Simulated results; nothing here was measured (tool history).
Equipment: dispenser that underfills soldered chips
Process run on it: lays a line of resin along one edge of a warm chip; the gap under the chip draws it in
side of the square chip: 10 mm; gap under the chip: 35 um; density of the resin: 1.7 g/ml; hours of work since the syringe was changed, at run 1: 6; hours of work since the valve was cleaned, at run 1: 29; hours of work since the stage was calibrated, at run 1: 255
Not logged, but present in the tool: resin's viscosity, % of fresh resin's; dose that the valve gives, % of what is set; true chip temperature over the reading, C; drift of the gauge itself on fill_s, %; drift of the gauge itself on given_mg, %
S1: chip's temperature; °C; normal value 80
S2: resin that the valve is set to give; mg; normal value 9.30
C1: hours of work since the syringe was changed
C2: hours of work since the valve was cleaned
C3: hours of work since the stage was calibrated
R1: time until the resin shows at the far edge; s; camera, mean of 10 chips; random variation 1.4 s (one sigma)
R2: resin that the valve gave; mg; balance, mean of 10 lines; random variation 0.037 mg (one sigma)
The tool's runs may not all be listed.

run   hour  S1     S2  C1  C2   C3     R1     R2
  1    0.0  80   9.30   6  29  255  218.0   9.11
       8.1  -- new syringe of resin
  2   10.2  80   9.30   2  36  262  156.2   9.20
  3   19.1  80   9.30   8  43  269  260.2   9.15
      24.2  -- new syringe of resin
  4   28.0  95   9.30   3  49  275   93.6   9.09
  5   34.2  95   9.30   7  54  280  129.7   9.08
      40.4  -- new syringe of resin
      42.1  -- dispensing valve cleaned and set on the balance
  6   44.6  80   9.30   2   2  287  169.7   9.29
  7   51.0  80   9.30   7   7  291  239.5   9.27
      57.4  -- new syringe of resin
  8   57.6  80   9.30   0  11  296  139.4   9.24
  9   62.5  80   9.30   4  15  300  182.7   9.21
 10   72.1  80   9.30  11  22  307  317.0   9.18
      73.4  -- new syringe of resin
 11   78.0  80   9.30   3  26  311  179.4   9.18
 12   86.7  80  11.95  10  33  317  286.3  11.82
      90.0  -- new syringe of resin
 13   96.6  80   9.30   5  40  325  199.1   9.11
 14  104.0  80   9.30  10  45  330  300.2   9.08
     106.0  -- new syringe of resin
 15  112.3  80   9.30   5  51  336  198.9   9.12
 16  121.2  80   9.30  11  58  343  331.1   9.00
     122.1  -- new syringe of resin
     123.9  -- dispensing valve cleaned and set on the balance
 17  132.3  80   9.30   7   6  350  237.7   9.20
     139.2  -- new syringe of resin
 18  140.9  94   8.29   1  12  356   85.9   8.27
 19  148.8  87   9.30   7  18  362  177.1   9.24
     155.4  -- new syringe of resin
 20  156.8  84   9.30   1  24  367  122.3   9.19
 21  161.7  75   9.17   5  28  371  249.8   9.10
 22  165.9  89   8.56   8  31  374  174.3   8.45
     171.6  -- new syringe of resin
     173.5  -- stage's temperature calibrated
 23  173.8  87   8.55   1  36    0  106.0   8.43
 24  182.9  82   8.52   8  42    7  220.4   8.37
 25  187.3  82   8.52  11  46   10  281.5   8.31
     189.0  -- new syringe of resin
 26  197.5  74  11.21   6  53   18  278.3  10.99
     205.0  -- new syringe of resin
     206.9  -- dispensing valve cleaned and set on the balance
 27  208.6  74  11.21   2   1   25  197.3  11.23
 28  214.6  74  11.21   6   6   29  278.4  11.15
 29  218.7  74  11.21   9   9   32  356.0  11.16
     222.1  -- new syringe of resin
 30  225.4  74  11.21   2  14   37  201.1  11.18
 31  230.1  80   8.00   6  17   41  213.6   7.98
     238.2  -- new syringe of resin
 32  238.7  66   9.45   0  23   47  254.9   9.32
 33  242.9  66   9.45   3  26   50  326.3   9.32
 34  249.6  73  11.64   8  31   55  336.5  11.48

5 options for the next run, each taken on its own from the tool as it stands now. Forecast them:
     254.8  -- new syringe of resin
  A  254.8  73   8.25   0  35  58   ?   ?
     254.8  -- new syringe of resin
  B  254.8  77   8.10   0  35  58   ?   ?
     254.8  -- new syringe of resin
  C  254.8  77   8.43   0  35  58   ?   ?
     254.8  -- new syringe of resin
  D  254.8  80  11.24   0  35  58   ?   ?
     254.8  -- new syringe of resin
  E  254.8  86   9.30   0  35  58   ?   ?

run     R1     R2
  A  187.8   8.13
  B  156.0   7.94
  C  158.2   8.35
  D  135.7  11.00
  E  105.2   9.16
The same runs, with their run-to-run variation unchanged, on a tool lacking any hidden condition would have given:
run     R1     R2
  A  186.5   8.26
  B  154.8   8.06
  C  157.1   8.48
  D  135.1  11.16
  E  104.6   9.30
